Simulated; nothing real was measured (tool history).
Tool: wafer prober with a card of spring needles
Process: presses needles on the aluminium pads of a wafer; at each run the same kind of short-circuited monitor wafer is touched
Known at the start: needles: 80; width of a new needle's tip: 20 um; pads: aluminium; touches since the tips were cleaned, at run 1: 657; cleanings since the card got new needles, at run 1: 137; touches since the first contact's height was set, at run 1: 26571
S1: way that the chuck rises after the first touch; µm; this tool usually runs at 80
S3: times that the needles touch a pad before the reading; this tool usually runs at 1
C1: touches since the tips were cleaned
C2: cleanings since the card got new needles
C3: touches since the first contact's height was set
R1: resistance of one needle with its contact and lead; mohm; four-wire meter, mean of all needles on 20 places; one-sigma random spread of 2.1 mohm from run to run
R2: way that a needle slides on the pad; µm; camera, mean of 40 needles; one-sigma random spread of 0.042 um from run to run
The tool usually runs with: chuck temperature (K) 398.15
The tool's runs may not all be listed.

{"run": 1, "hour": 0.0, "S1": 80, "chuck temperature (K)": 398.15, "S3": 1, "C1": 657, "C2": 137, "C3": 26571, "R1": 236, "R2": 14.52}
{"hour": 7.0, "done": "tips cleaned on abrasive film"}
{"hour": 15.2, "done": "tips cleaned on abrasive film"}
{"run": 2, "hour": 18.3, "S1": 80, "chuck temperature (K)": 398.15, "S3": 1, "C1": 1926, "C2": 139, "C3": 37862, "R1": 236, "R2": 14.42}
{"hour": 23.2, "done": "tips cleaned on abrasive film"}
{"hour": 31.8, "done": "tips cleaned on abrasive film"}
{"hour": 39.0, "done": "tips cleaned on abrasive film"}
{"run": 3, "hour": 39.0, "S1": 80, "chuck temperature (K)": 398.15, "S3": 1, "C1": 0, "C2": 142, "C3": 50535, "R1": 236, "R2": 14.51}
{"hour": 47.2, "done": "tips cleaned on abrasive film"}
{"hour": 55.4, "done": "tips cleaned on abrasive film"}
{"hour": 63.2, "done": "tips cleaned on abrasive film"}
{"run": 4, "hour": 65.5, "S1": 80, "chuck temperature (K)": 398.15, "S3": 1, "C1": 1481, "C2": 145, "C3": 66912, "R1": 235, "R2": 14.46}
{"hour": 70.3, "done": "tips cleaned on abrasive film"}
{"hour": 78.7, "done": "tips cleaned on abrasive film"}
{"hour": 87.4, "done": "tips cleaned on abrasive film"}
{"run": 5, "hour": 92.7, "S1": 80, "chuck temperature (K)": 398.15, "S3": 1, "C1": 3274, "C2": 148, "C3": 83630, "R1": 238, "R2": 14.51}
{"hour": 94.5, "done": "tips cleaned on abrasive film"}
{"hour": 102.7, "done": "tips cleaned on abrasive film"}
{"run": 6, "hour": 105.6, "S1": 83, "chuck temperature (K)": 398.15, "S3": 1, "C1": 1804, "C2": 150, "C3": 91594, "R1": 235, "R2": 15.05}
{"hour": 110.2, "done": "tips cleaned on abrasive film"}
{"hour": 117.9, "done": "tips cleaned on abrasive film"}
{"hour": 126.6, "done": "tips cleaned on abrasive film"}
{"run": 7, "hour": 133.4, "S1": 83, "chuck temperature (K)": 398.15, "S3": 1, "C1": 4233, "C2": 153, "C3": 108689, "R1": 240, "R2": 14.98}
{"hour": 135.2, "done": "tips cleaned on abrasive film"}
{"hour": 144.0, "done": "tips cleaned on abrasive film"}
{"hour": 152.6, "done": "tips cleaned on abrasive film"}
{"run": 8, "hour": 158.9, "S1": 83, "chuck temperature (K)": 398.15, "S3": 1, "C1": 3971, "C2": 156, "C3": 124436, "R1": 237, "R2": 15}
{"hour": 160.6, "done": "tips cleaned on abrasive film"}
{"hour": 169.0, "done": "tips cleaned on abrasive film"}
{"hour": 177.5, "done": "tips cleaned on abrasive film"}
{"hour": 186.2, "done": "tips cleaned on abrasive film"}
{"run": 9, "hour": 186.6, "S1": 83, "chuck temperature (K)": 398.15, "S3": 1, "C1": 229, "C2": 160, "C3": 141428, "R1": 237, "R2": 14.99}
{"hour": 194.9, "done": "tips cleaned on abrasive film"}
{"hour": 203.3, "done": "tips cleaned on abrasive film"}
{"run": 10, "hour": 208.7, "S1": 83, "chuck temperature (K)": 398.15, "S3": 1, "C1": 3367, "C2": 162, "C3": 155067, "R1": 236, "R2": 15}
{"hour": 210.5, "done": "tips cleaned on abrasive film"}
{"hour": 218.6, "done": "tips cleaned on abrasive film"}
{"run": 11, "hour": 222.1, "S1": 83, "chuck temperature (K)": 398.15, "S3": 1, "C1": 2207, "C2": 164, "C3": 163314, "R1": 237, "R2": 14.98}
{"hour": 225.7, "done": "tips cleaned on abrasive film"}
{"hour": 233.3, "done": "tips cleaned on abrasive film"}
{"hour": 238.8, "done": "height of the first contact set anew"}
{"hour": 242.4, "done": "tips cleaned on abrasive film"}
{"run": 12, "hour": 248.8, "S1": 80, "chuck temperature (K)": 398.15, "S3": 1, "C1": 4011, "C2": 167, "C3": 6170, "R1": 238, "R2": 14.54}
{"hour": 250.7, "done": "tips cleaned on abrasive film"}
{"hour": 259.4, "done": "tips cleaned on abrasive film"}
{"hour": 267.9, "done": "tips cleaned on abrasive film"}
{"run": 13, "hour": 274.1, "S1": 80, "chuck temperature (K)": 398.15, "S3": 1, "C1": 3806, "C2": 170, "C3": 21699, "R1": 237, "R2": 14.56}
{"hour": 275.9, "done": "tips cleaned on abrasive film"}
{"hour": 284.1, "done": "tips cleaned on abrasive film"}
{"hour": 292.3, "done": "tips cleaned on abrasive film"}
{"run": 14, "hour": 296.6, "S1": 80, "chuck temperature (K)": 398.15, "S3": 3, "C1": 2712, "C2": 173, "C3": 35574, "R1": 239, "R2": 14.51}
{"hour": 300.2, "done": "tips cleaned on abrasive film"}
{"hour": 309.0, "done": "tips cleaned on abrasive film"}
{"hour": 317.7, "done": "tips cleaned on abrasive film"}
{"hour": 325.3, "done": "tips cleaned on abrasive film"}
{"run": 15, "hour": 325.3, "S1": 90, "chuck temperature (K)": 308.15, "S3": 2, "C1": 0, "C2": 177, "C3": 53187, "R1": 210, "R2": 16.3}
{"hour": 333.1, "done": "tips cleaned on abrasive film"}
{"hour": 341.0, "done": "tips cleaned on abrasive film"}
{"run": 16, "hour": 341.8, "S1": 90, "chuck temperature (K)": 308.15, "S3": 2, "C1": 490, "C2": 179, "C3": 63348, "R1": 214, "R2": 16.34}
{"hour": 348.5, "done": "tips cleaned on abrasive film"}
{"run": 17, "hour": 354.0, "S1": 84, "chuck temperature (K)": 342.15, "S3": 2, "C1": 3461, "C2": 180, "C3": 70919, "R1": 223, "R2": 15.28}
{"hour": 355.8, "done": "tips cleaned on abrasive film"}
{"hour": 362.8, "done": "tips cleaned on abrasive film"}
{"hour": 371.2, "done": "tips cleaned on abrasive film"}
{"run": 18, "hour": 371.6, "S1": 91, "chuck temperature (K)": 301.15, "S3": 1, "C1": 266, "C2": 183, "C3": 81660, "R1": 211, "R2": 16.54}
{"hour": 379.9, "done": "tips cleaned on abrasive film"}
{"hour": 388.6, "done": "tips cleaned on abrasive film"}
{"run": 19, "hour": 389.4, "S1": 72, "chuck temperature (K)": 390.15, "S3": 1, "C1": 485, "C2": 185, "C3": 92647, "R1": 234, "R2": 13}
{"hour": 396.4, "done": "tips cleaned on abrasive film"}
{"hour": 404.5, "done": "tips cleaned on abrasive film"}
{"run": 20, "hour": 404.5, "S1": 72, "chuck temperature (K)": 390.15, "S3": 1, "C1": 0, "C2": 187, "C3": 101938, "R1": 236, "R2": 13.07}
{"hour": 411.6, "done": "tips cleaned on abrasive film"}
{"hour": 419.2, "done": "tips cleaned on abrasive film"}
{"run": 21, "hour": 422.0, "S1": 80, "chuck temperature (K)": 326.15, "S3": 1, "C1": 1746, "C2": 189, "C3": 112699, "R1": 220, "R2": 14.57}
{"hour": 426.9, "done": "tips cleaned on abrasive film"}
{"hour": 435.0, "done": "tips cleaned on abrasive film"}
{"hour": 443.6, "done": "tips cleaned on abrasive film"}
{"run": 22, "hour": 446.3, "S1": 88, "chuck temperature (K)": 382.15, "S3": 1, "C1": 1689, "C2": 192, "C3": 127639, "R1": 232, "R2": 16.01}
{"hour": 451.4, "done": "tips cleaned on abrasive film"}
{"run": 23, "hour": 458.0, "S1": 88, "chuck temperature (K)": 382.15, "S3": 1, "C1": 4113, "C2": 193, "C3": 134872, "R1": 231, "R2": 15.92}
{"hour": 459.8, "done": "tips cleaned on abrasive film"}
{"hour": 468.4, "done": "tips cleaned on abrasive film"}
{"hour": 476.1, "done": "tips cleaned on abrasive film"}
{"run": 24, "hour": 476.5, "S1": 86, "chuck temperature (K)": 304.15, "S3": 1, "C1": 276, "C2": 196, "C3": 146257, "R1": 214, "R2": 15.63}
{"hour": 483.6, "done": "tips cleaned on abrasive film"}
{"hour": 491.8, "done": "tips cleaned on abrasive film"}
{"hour": 499.7, "done": "tips cleaned on abrasive film"}
{"run": 25, "hour": 499.7, "S1": 86, "chuck temperature (K)": 304.15, "S3": 1, "C1": 0, "C2": 199, "C3": 160501, "R1": 213, "R2": 15.52}
{"hour": 506.9, "done": "tips cleaned on abrasive film"}
{"hour": 514.9, "done": "tips cleaned on abrasive film"}
{"run": 26, "hour": 519.5, "S1": 86, "chuck temperature (K)": 304.15, "S3": 3, "C1": 2863, "C2": 201, "C3": 172735, "R1": 213, "R2": 15.55}
{"hour": 521.1, "done": "height of the first contact set anew"}
{"hour": 522.9, "done": "tips cleaned on abrasive film"}
{"hour": 531.4, "done": "tips cleaned on abrasive film"}
{"run": 27, "hour": 532.0, "S1": 80, "chuck temperature (K)": 398.15, "S3": 1, "C1": 369, "C2": 203, "C3": 6682, "R1": 236, "R2": 14.43}
{"hour": 539.6, "done": "tips cleaned on abrasive film"}
{"hour": 547.5, "done": "tips cleaned on abrasive film"}
{"run": 28, "hour": 549.1, "S1": 80, "chuck temperature (K)": 398.15, "S3": 1, "C1": 974, "C2": 205, "C3": 17182, "R1": 234, "R2": 14.52}

Here are 5 independent what-if runs from the current tool condition. What would each one return?
{"hour": 555.7, "done": "tips cleaned on abrasive film"}
{"hour": 563.7, "done": "tips cleaned on abrasive film"}
{"hour": 572.0, "done": "tips cleaned on abrasive film"}
{"run": "A", "hour": 576.1, "S1": 80, "chuck temperature (K)": 385.15, "S3": 1, "C1": 2570, "C2": 208, "C3": 33855, "R1": "?", "R2": "?"}
{"hour": 555.7, "done": "tips cleaned on abrasive film"}
{"hour": 563.7, "done": "tips cleaned on abrasive film"}
{"hour": 572.0, "done": "tips cleaned on abrasive film"}
{"run": "B", "hour": 576.1, "S1": 74, "chuck temperature (K)": 398.15, "S3": 2, "C1": 2570, "C2": 208, "C3": 33855, "R1": "?", "R2": "?"}
{"hour": 555.7, "done": "tips cleaned on abrasive film"}
{"hour": 563.7, "done": "tips cleaned on abrasive film"}
{"hour": 572.0, "done": "tips cleaned on abrasive film"}
{"run": "C", "hour": 576.1, "S1": 80, "chuck temperature (K)": 398.15, "S3": 3, "C1": 2570, "C2": 208, "C3": 33855, "R1": "?", "R2": "?"}
{"hour": 555.7, "done": "tips cleaned on abrasive film"}
{"hour": 563.7, "done": "tips cleaned on abrasive film"}
{"hour": 572.0, "done": "tips cleaned on abrasive film"}
{"run": "D", "hour": 576.1, "S1": 72, "chuck temperature (K)": 344.15, "S3": 1, "C1": 2570, "C2": 208, "C3": 33855, "R1": "?", "R2": "?"}
{"hour": 555.7, "done": "tips cleaned on abrasive film"}
{"hour": 563.7, "done": "tips cleaned on abrasive film"}
{"hour": 572.0, "done": "tips cleaned on abrasive film"}
{"run": "E", "hour": 576.1, "S1": 80, "chuck temperature (K)": 398.15, "S3": 3, "C1": 2570, "C2": 208, "C3": 33855, "R1": "?", "R2": "?"}

run=A R1=233 R2=14.53
run=B R1=240 R2=13.43
run=C R1=236 R2=14.51
run=D R1=226 R2=13.03
run=E R1=238 R2=14.5
Had the tool no hidden state, the same runs would have come out as:
run=A R1=232 R2=14.53
run=B R1=239 R2=13.43
run=C R1=236 R2=14.51
run=D R1=226 R2=13.04
run=E R1=237 R2=14.5
